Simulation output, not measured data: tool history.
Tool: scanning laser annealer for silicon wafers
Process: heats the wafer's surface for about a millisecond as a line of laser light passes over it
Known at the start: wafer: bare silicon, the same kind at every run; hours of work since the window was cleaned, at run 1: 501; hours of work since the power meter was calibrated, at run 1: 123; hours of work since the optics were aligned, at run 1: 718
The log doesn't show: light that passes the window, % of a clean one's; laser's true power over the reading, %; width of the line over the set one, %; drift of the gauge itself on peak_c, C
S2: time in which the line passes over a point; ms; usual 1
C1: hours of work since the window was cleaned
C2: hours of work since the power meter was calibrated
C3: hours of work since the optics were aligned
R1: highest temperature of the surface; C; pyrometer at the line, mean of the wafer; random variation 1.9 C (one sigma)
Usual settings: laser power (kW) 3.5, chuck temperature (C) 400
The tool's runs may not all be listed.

{"run": 1, "hour": 0.0, "laser power (kW)": 3.5, "S2": 1, "chuck temperature (C)": 400, "C1": 501, "C2": 123, "C3": 718, "R1": 1175}
{"run": 2, "hour": 15.1, "laser power (kW)": 3.5, "S2": 1, "chuck temperature (C)": 400, "C1": 510, "C2": 133, "C3": 728, "R1": 1177}
{"run": 3, "hour": 23.6, "laser power (kW)": 3.5, "S2": 1, "chuck temperature (C)": 400, "C1": 516, "C2": 139, "C3": 733, "R1": 1179}
{"run": 4, "hour": 30.8, "laser power (kW)": 3.5, "S2": 1, "chuck temperature (C)": 427, "C1": 520, "C2": 143, "C3": 738, "R1": 1203}
{"run": 5, "hour": 42.2, "laser power (kW)": 3.309, "S2": 1, "chuck temperature (C)": 400, "C1": 528, "C2": 151, "C3": 745, "R1": 1131}
{"run": 6, "hour": 58.1, "laser power (kW)": 3.5, "S2": 1, "chuck temperature (C)": 400, "C1": 538, "C2": 161, "C3": 756, "R1": 1178}
{"run": 7, "hour": 65.5, "laser power (kW)": 3.5, "S2": 1, "chuck temperature (C)": 400, "C1": 543, "C2": 166, "C3": 760, "R1": 1175}
{"run": 8, "hour": 74.2, "laser power (kW)": 3.054, "S2": 1, "chuck temperature (C)": 400, "C1": 548, "C2": 171, "C3": 766, "R1": 1068}
{"hour": 84.0, "done": "window over the wafer cleaned"}
{"run": 9, "hour": 92.7, "laser power (kW)": 3.5, "S2": 0.83, "chuck temperature (C)": 400, "C1": 6, "C2": 182, "C3": 777, "R1": 1079}
{"run": 10, "hour": 106.9, "laser power (kW)": 3.5, "S2": 0.83, "chuck temperature (C)": 400, "C1": 15, "C2": 191, "C3": 786, "R1": 1081}
{"run": 11, "hour": 117.6, "laser power (kW)": 3.645, "S2": 1, "chuck temperature (C)": 400, "C1": 22, "C2": 198, "C3": 793, "R1": 1193}
{"run": 12, "hour": 129.8, "laser power (kW)": 3.5, "S2": 1, "chuck temperature (C)": 405, "C1": 29, "C2": 206, "C3": 800, "R1": 1160}
{"run": 13, "hour": 138.3, "laser power (kW)": 3.5, "S2": 1, "chuck temperature (C)": 400, "C1": 35, "C2": 211, "C3": 806, "R1": 1157}
{"run": 14, "hour": 145.1, "laser power (kW)": 3.016, "S2": 1, "chuck temperature (C)": 400, "C1": 39, "C2": 216, "C3": 810, "R1": 1040}
{"hour": 154.3, "done": "window over the wafer cleaned, once more"}
{"run": 15, "hour": 163.8, "laser power (kW)": 3.5, "S2": 0.8, "chuck temperature (C)": 400, "C1": 6, "C2": 226, "C3": 821, "R1": 1119}
{"run": 16, "hour": 176.0, "laser power (kW)": 3.5, "S2": 0.95, "chuck temperature (C)": 400, "C1": 14, "C2": 234, "C3": 829, "R1": 1190}
{"run": 17, "hour": 188.6, "laser power (kW)": 3.5, "S2": 0.95, "chuck temperature (C)": 400, "C1": 22, "C2": 242, "C3": 837, "R1": 1190}
{"run": 18, "hour": 204.4, "laser power (kW)": 3.5, "S2": 0.95, "chuck temperature (C)": 400, "C1": 32, "C2": 253, "C3": 847, "R1": 1188}
{"run": 19, "hour": 216.5, "laser power (kW)": 3.5, "S2": 0.95, "chuck temperature (C)": 400, "C1": 40, "C2": 260, "C3": 855, "R1": 1186}
{"run": 20, "hour": 225.4, "laser power (kW)": 3.5, "S2": 1, "chuck temperature (C)": 394, "C1": 46, "C2": 266, "C3": 861, "R1": 1202}
{"run": 21, "hour": 239.0, "laser power (kW)": 3.303, "S2": 1, "chuck temperature (C)": 421, "C1": 55, "C2": 275, "C3": 870, "R1": 1178}
{"run": 22, "hour": 254.6, "laser power (kW)": 3.059, "S2": 1.08, "chuck temperature (C)": 371, "C1": 65, "C2": 285, "C3": 880, "R1": 1102}
{"run": 23, "hour": 267.4, "laser power (kW)": 3.059, "S2": 1.08, "chuck temperature (C)": 371, "C1": 73, "C2": 293, "C3": 888, "R1": 1100}
{"run": 24, "hour": 278.0, "laser power (kW)": 3.441, "S2": 1.13, "chuck temperature (C)": 417, "C1": 80, "C2": 300, "C3": 895, "R1": 1263}
{"run": 25, "hour": 292.0, "laser power (kW)": 3.441, "S2": 1.13, "chuck temperature (C)": 417, "C1": 89, "C2": 309, "C3": 904, "R1": 1264}
{"run": 26, "hour": 307.6, "laser power (kW)": 3.162, "S2": 1, "chuck temperature (C)": 400, "C1": 99, "C2": 319, "C3": 914, "R1": 1123}
{"run": 27, "hour": 316.4, "laser power (kW)": 3.114, "S2": 0.93, "chuck temperature (C)": 431, "C1": 104, "C2": 325, "C3": 919, "R1": 1113}
{"run": 28, "hour": 333.2, "laser power (kW)": 3.784, "S2": 0.76, "chuck temperature (C)": 374, "C1": 115, "C2": 336, "C3": 930, "R1": 1125}
{"run": 29, "hour": 342.4, "laser power (kW)": 3.784, "S2": 0.76, "chuck temperature (C)": 374, "C1": 121, "C2": 341, "C3": 936, "R1": 1121}
{"run": 30, "hour": 359.2, "laser power (kW)": 3.784, "S2": 1.14, "chuck temperature (C)": 374, "C1": 132, "C2": 352, "C3": 947, "R1": 1318}
{"run": 31, "hour": 367.4, "laser power (kW)": 3.254, "S2": 0.85, "chuck temperature (C)": 385, "C1": 137, "C2": 358, "C3": 952, "R1": 1057}
{"run": 32, "hour": 379.9, "laser power (kW)": 3.048, "S2": 0.82, "chuck temperature (C)": 405, "C1": 145, "C2": 366, "C3": 960, "R1": 1021}
{"hour": 395.7, "done": "optics aligned, line set to its width"}
{"run": 33, "hour": 401.7, "laser power (kW)": 3.5, "S2": 1.03, "chuck temperature (C)": 391, "C1": 156, "C2": 376, "C3": 4, "R1": 1213}
{"run": 34, "hour": 409.9, "laser power (kW)": 3.688, "S2": 1.1, "chuck temperature (C)": 374, "C1": 161, "C2": 382, "C3": 9, "R1": 1275}
{"run": 35, "hour": 426.7, "laser power (kW)": 3.501, "S2": 0.81, "chuck temperature (C)": 408, "C1": 172, "C2": 393, "C3": 20, "R1": 1126}
{"run": 36, "hour": 438.1, "laser power (kW)": 3.501, "S2": 0.81, "chuck temperature (C)": 408, "C1": 180, "C2": 400, "C3": 27, "R1": 1123}
{"run": 37, "hour": 444.9, "laser power (kW)": 3.501, "S2": 0.81, "chuck temperature (C)": 408, "C1": 184, "C2": 404, "C3": 32, "R1": 1126}
{"run": 38, "hour": 457.5, "laser power (kW)": 3.51, "S2": 0.82, "chuck temperature (C)": 376, "C1": 192, "C2": 412, "C3": 40, "R1": 1095}
{"run": 39, "hour": 465.7, "laser power (kW)": 3.51, "S2": 0.82, "chuck temperature (C)": 376, "C1": 197, "C2": 418, "C3": 45, "R1": 1098}
{"run": 40, "hour": 479.3, "laser power (kW)": 3.786, "S2": 0.89, "chuck temperature (C)": 424, "C1": 206, "C2": 426, "C3": 54, "R1": 1247}

Hidden state or all else? Some run-to-run changes of R1, split into what the settings, what came in and random variation would give without the hidden state, and what is left for the hidden state (with any gauge scatter that isn't in both results):
Run 8 -> 9: laser power (kW) 3.054 -> 3.5, S2 1 -> 0.83, window over the wafer cleaned. R1 +11 C: hidden state -17, all else +28.
Run 10 -> 11: laser power (kW) 3.5 -> 3.645, S2 0.83 -> 1. R1 +112 C: hidden state -10, all else +122.
Run 14 -> 15: laser power (kW) 3.016 -> 3.5, S2 1 -> 0.8, window over the wafer cleaned, once more. R1 +79 C: hidden state +49, all else +30.
Run 29 -> 30: S2 0.76 -> 1.14. R1 +197 C: hidden state -4, all else +201.
Run 30 -> 31: laser power (kW) 3.784 -> 3.254, S2 1.14 -> 0.85, chuck temperature (C) 374 -> 385. R1 -261 C: hidden state +5, all else -266.
Run 32 -> 33: laser power (kW) 3.048 -> 3.5, S2 0.82 -> 1.03, chuck temperature (C) 405 -> 391, optics aligned, line set to its width. R1 +192 C: hidden state +2, all else +190.

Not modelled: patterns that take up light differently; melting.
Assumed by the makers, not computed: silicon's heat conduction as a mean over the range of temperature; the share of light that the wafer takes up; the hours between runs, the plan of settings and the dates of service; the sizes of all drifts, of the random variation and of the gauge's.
